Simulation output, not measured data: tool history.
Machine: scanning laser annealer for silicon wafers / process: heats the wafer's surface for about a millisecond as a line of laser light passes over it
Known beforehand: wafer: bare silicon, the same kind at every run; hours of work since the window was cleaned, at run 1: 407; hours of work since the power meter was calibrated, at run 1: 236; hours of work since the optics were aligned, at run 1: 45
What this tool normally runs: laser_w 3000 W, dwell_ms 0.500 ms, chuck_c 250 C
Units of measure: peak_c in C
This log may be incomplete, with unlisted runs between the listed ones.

| run | day | laser_w | dwell_ms | chuck_c | hours of work since the window was cleaned | hours of work since the power meter was calibrated | hours of work since the optics were aligned | peak_c |
|---|---|---|---|---|---|---|---|---|
| 1 | 0.000 | 3000 | 0.500 | 250 | 407 | 236 | 45 | 992 |
| 2 | 0.738 | 3000 | 0.500 | 250 | 420 | 249 | 58 | 997 |
| 3 | 1.229 | 3000 | 0.500 | 250 | 428 | 258 | 67 | 999 |
| 4 | 1.762 | 3000 | 0.500 | 250 | 438 | 267 | 76 | 993 |
| 5 | 2.212 | 3000 | 0.500 | 250 | 446 | 275 | 84 | 989 |
| 6 | 2.758 | 3000 | 0.500 | 250 | 455 | 285 | 94 | 993 |
| 7 | 3.321 | 3000 | 0.521 | 250 | 465 | 295 | 104 | 1006 |
| 8 | 3.988 | 3000 | 0.521 | 250 | 477 | 307 | 116 | 1005 |
| 9 | 4.329 | 3000 | 0.521 | 250 | 483 | 313 | 122 | 1005 |
| 10 | 4.792 | 3000 | 0.521 | 250 | 491 | 321 | 130 | 1007 |
| 11 | 5.442 | 3000 | 0.521 | 250 | 503 | 332 | 141 | 1003 |
| 12 | 5.879 | 3000 | 0.521 | 250 | 510 | 340 | 149 | 1002 |
| 13 | 6.367 | 3000 | 0.521 | 250 | 519 | 349 | 158 | 1001 |
| 14 | 6.662 | 3000 | 0.521 | 250 | 524 | 354 | 163 | 1000 |
| 15 | 7.150 | 3000 | 0.521 | 250 | 533 | 362 | 172 | 999 |
| 16 | 7.462 | 3000 | 0.606 | 250 | 538 | 368 | 177 | 1071 |
| 17 | 8.179 | 3000 | 0.606 | 250 | 551 | 381 | 190 | 1064 |
| 18 | 8.825 | 3000 | 0.472 | 250 | 562 | 392 | 201 | 952 |
|  | 8.946 | window over the wafer cleaned |
| 19 | 9.275 | 2778 | 0.432 | 273 | 6 | 398 | 208 | 925 |
| 20 | 9.683 | 3000 | 0.418 | 250 | 13 | 406 | 215 | 953 |
| 21 | 10.342 | 3000 | 0.418 | 250 | 25 | 417 | 226 | 951 |
| 22 | 10.912 | 3000 | 0.359 | 239 | 35 | 427 | 237 | 879 |
| 23 | 11.250 | 3000 | 0.359 | 239 | 41 | 433 | 243 | 880 |
| 24 | 11.958 | 3000 | 0.359 | 239 | 53 | 446 | 255 | 877 |
| 25 | 12.462 | 3000 | 0.359 | 239 | 62 | 455 | 264 | 876 |
| 26 | 13.025 | 3000 | 0.359 | 239 | 72 | 465 | 274 | 876 |
| 27 | 13.654 | 2794 | 0.527 | 224 | 83 | 476 | 285 | 953 |
| 28 | 14.092 | 2817 | 0.527 | 224 | 91 | 483 | 293 | 959 |
| 29 | 14.533 | 2817 | 0.527 | 224 | 99 | 491 | 300 | 960 |
| 30 | 15.000 | 2817 | 0.476 | 238 | 107 | 499 | 309 | 928 |
| 31 | 15.408 | 3000 | 0.589 | 270 | 114 | 507 | 316 | 1115 |
| 32 | 15.733 | 3000 | 0.589 | 270 | 120 | 512 | 322 | 1118 |
| 33 | 16.079 | 3164 | 0.614 | 237 | 126 | 519 | 328 | 1163 |

The logged runs with the hidden state left out (each run's random variation unchanged):
What the log doesn't record here: light that passes the window, % of a clean one's; laser's true power over the reading, %; width of the line over the set one, %; drift of the gauge itself on peak_c, C.
| run | peak_c |
|---|---|
| 1 | 1034 |
| 2 | 1040 |
| 3 | 1043 |
| 4 | 1037 |
| 5 | 1034 |
| 6 | 1039 |
| 7 | 1054 |
| 8 | 1054 |
| 9 | 1056 |
| 10 | 1058 |
| 11 | 1055 |
| 12 | 1055 |
| 13 | 1056 |
| 14 | 1054 |
| 15 | 1055 |
| 16 | 1132 |
| 17 | 1127 |
| 18 | 1007 |
| 19 | 930 |
| 20 | 959 |
| 21 | 958 |
| 22 | 886 |
| 23 | 888 |
| 24 | 886 |
| 25 | 886 |
| 26 | 887 |
| 27 | 967 |
| 28 | 973 |
| 29 | 975 |
| 30 | 943 |
| 31 | 1134 |
| 32 | 1137 |
| 33 | 1186 |
